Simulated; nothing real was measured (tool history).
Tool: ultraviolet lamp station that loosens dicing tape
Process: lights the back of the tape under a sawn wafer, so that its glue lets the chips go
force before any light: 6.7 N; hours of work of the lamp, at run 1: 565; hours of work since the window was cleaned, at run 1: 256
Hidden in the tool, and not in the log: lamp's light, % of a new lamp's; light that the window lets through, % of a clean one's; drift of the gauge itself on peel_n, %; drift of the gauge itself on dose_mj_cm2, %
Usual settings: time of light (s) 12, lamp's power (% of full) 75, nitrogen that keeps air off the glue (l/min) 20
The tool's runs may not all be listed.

run    hour  time of light (s)  lamp's power (% of full)  nitrogen that keeps air off the glue (l/min)  hours of work of the lamp  hours of work since the window was cleaned  force that peels the tape off (N)  light that reached the tape (J/m2)
  1       0                 12                        75                                            20                        565                                         256                              1.307                                3610
  2      47                 12                        75                                            20                        590                                         281                              1.331                                3500
       83.4  -- window cleaned of glue's vapour
  3   136.1                 12                        75                                            20                        636                                          28                              1.502                                3220
  4   235.3                 12                        75                                            20                        688                                          79                              1.629                                3040
      261.1  -- lamp changed
  5   306.7                 12                        75                                            20                         24                                         116                              1.183                                3860
  6     368                 12                        75                                            20                         56                                         148                              1.283                                3680
  7   419.7                 12                        78                                            20                         83                                         175                              1.231                                3840
  8   475.4                 12                        78                                            20                        112                                         204                              1.317                                3690
      526.9  -- window cleaned of glue's vapour, once more
  9   526.9                 12                        75                                            20                        139                                           0                              0.799                                4750
 10   576.2                 12                        75                                            31                        164                                          26                              0.651                                4700
 11   673.2                 12                        68                                            31                        215                                          76                              0.875                                4150
 12   722.1                 11                        75                                            20                        241                                         102                              1.116                                3960
 13   820.4                 11                        75                                            20                        292                                         153                              1.156                                3870
 14   880.9                 11                        75                                            20                        324                                         185                              1.254                                3780
 15   936.9                 11                        75                                            20                        353                                         214                              1.325                                3610
 16  1001.5                 12                        75                                            20                        387                                         248                              1.181                                3870
 17  1050.4                 12                        75                                            20                        412                                         274                              1.234                                3780
     1092.4  -- window cleaned of glue's vapour
 18  1133.7                 12                        75                                            29                        456                                          22                              0.846                                4210
 19  1225.5                 22                        75                                            20                        504                                          70                               0.34                                7340
 20  1296.1                 12                        75                                             8                        541                                         107                              1.872                                3820
 21  1368.8                 12                        75                                             8                        579                                         145                              1.902                                3730
 22  1410.8                 12                        75                                             8                        601                                         166                              1.932                                3620
 23  1512.9                  7                        74                                            11                        654                                         220                              3.314                                2000
 24  1559.6                  7                        74                                            11                        678                                         244                              3.125                                1940
     1603.7  -- lamp changed
 25  1621.3                 12                        74                                            26                          9                                         276                              0.851                                4370
     1663.8  -- window cleaned of glue's vapour
 26  1695.5                  7                        78                                            20                         48                                          17                              1.688                                3000
 27  1762.9                  9                        94                                            20                         83                                          52                              0.907                                4540
 28  1849.2                  9                        94                                            20                        128                                          97                               0.96                                4340
 29  1934.4                  9                        94                                            20                        173                                         142                              1.034                                4200
 30  2002.7                  9                        94                                            20                        208                                         177                              1.081                                4070
 31    2096                  9                        75                                            18                        257                                         226                              1.669                                3050
 32    2174                 14                        75                                            14                        298                                         267                              1.049                                4690
 33  2217.7                 18                        75                                            28                        321                                         290                              0.448                                5830
     2233.2  -- window cleaned of glue's vapour
 34  2292.5                  8                        69                                            30                        360                                          31                              1.672                                2680
 35  2344.5                 10                        79                                            20                        387                                          58                              1.258                                3690
 36  2437.5                  8                        78                                            36                        435                                         107                              1.474                                2800
 37  2510.1                 10                        73                                            25                        473                                         145                              1.399                                3150
 38  2562.8                 12                        82                                            12                        501                                         172                              1.388                                4140
 39  2641.6                  8                        99                                            20                        542                                         214                              1.578                                3270
 40  2688.4                 20                        99                                             7                        567                                         238                              0.598                                7930
 41  2778.6                  8                        72                                            17                        614                                         285                              2.509                                2190
       2803  -- window cleaned of glue's vapour
 42  2825.2                 23                        75                                             8                        638                                          12                              0.631                                7400

The same runs without the tool's hidden state, with the same run-to-run variation:
run  force that peels the tape off (N)  light that reached the tape (J/m2)
  1                              0.711                                5110
  2                              0.697                                5070
  3                              0.689                                5110
  4                                0.7                                5090
  5                              0.714                                5110
  6                              0.739                                5050
  7                              0.671                                5370
  8                              0.682                                5330
  9                              0.707                                5070
 10                              0.548                                5110
 11                              0.688                                4700
 12                              0.857                                4590
 13                              0.827                                4690
 14                              0.851                                4710
 15                              0.869                                4630
 16                              0.716                                5090
 17                               0.72                                5130
 18                              0.574                                5140
 19                              0.219                                9360
 20                              1.271                                5030
 21                              1.233                                5100
 22                              1.224                                5030
 23                              2.349                                2910
 24                              2.175                                2920
 25                              0.641                                5050
 26                              1.611                                3110
 27                              0.805                                4840
 28                                0.8                                4800
 29                              0.806                                4810
 30                              0.799                                4800
 31                              1.233                                3770
 32                              0.661                                6000
 33                              0.261                                7630
 34                              1.328                                3140
 35                              0.917                                4440
 36                              1.029                                3520
 37                              0.915                                4100
 38                              0.863                                5520
 39                              0.938                                4520
 40                              0.295                               11220
 41                              1.603                                3250
 42                              0.356                                9740

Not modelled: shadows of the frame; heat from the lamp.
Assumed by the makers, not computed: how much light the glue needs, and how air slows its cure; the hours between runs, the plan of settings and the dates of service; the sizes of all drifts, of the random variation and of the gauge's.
